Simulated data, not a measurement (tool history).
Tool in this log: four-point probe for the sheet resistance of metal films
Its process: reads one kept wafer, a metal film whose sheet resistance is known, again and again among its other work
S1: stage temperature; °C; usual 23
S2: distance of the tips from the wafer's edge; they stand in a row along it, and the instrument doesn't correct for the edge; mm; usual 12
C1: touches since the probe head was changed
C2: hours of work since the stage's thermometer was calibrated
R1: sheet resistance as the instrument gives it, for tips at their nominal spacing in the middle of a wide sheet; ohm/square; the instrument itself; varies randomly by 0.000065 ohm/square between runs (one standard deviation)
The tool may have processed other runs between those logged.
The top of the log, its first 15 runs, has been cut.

run	hour	S1	S2	C1	C2	R1
16	1248.3	23	27	39097	1077	0.323502
17	1303.2	23	27	40920	1103	0.323565
18	1374.7	23	27	43295	1138	0.323317
19	1493.2	23	73	47232	1195	0.323048
20	1572.2	23	73	49857	1232	0.323117
21	1653.7	29	73	52562	1271	0.32326
22	1740.9	29	73	55460	1313	0.323072
23	1811.7	22	15	57813	1347	0.322924
24	1881.4	24	8	60126	1381	0.323307
25	1963.1	19	59	62841	1420	0.322393
26	2040.7	19	59	65419	1457	0.322252
27	2133.2	34	6	68493	1501	0.323972
28	2195.5	34	6	70564	1531	0.323942
29	2305.8	21	52	74226	1584	0.321964
30	2409.2	21	52	77662	1633	0.321933
31	2464.6	21	29	79502	1660	0.321903
# hour 2538.7: new probe head fitted
32	2581.1	20	6	1409	1715	0.325194
33	2677.1	27	12	4598	1761	0.324393
34	2728.7	27	12	6315	1786	0.324394
35	2828.5	27	12	9628	1834	0.324363

Run 36 has not been measured yet. What should we expect?
36	2885.3	32	28	11514	1861	?

{"run 36": {"R1": 0.324177}}
Take away the tool's hidden state, keep the run-to-run variation as it was, and the same run would have given R1 0.32467 ohm/square.

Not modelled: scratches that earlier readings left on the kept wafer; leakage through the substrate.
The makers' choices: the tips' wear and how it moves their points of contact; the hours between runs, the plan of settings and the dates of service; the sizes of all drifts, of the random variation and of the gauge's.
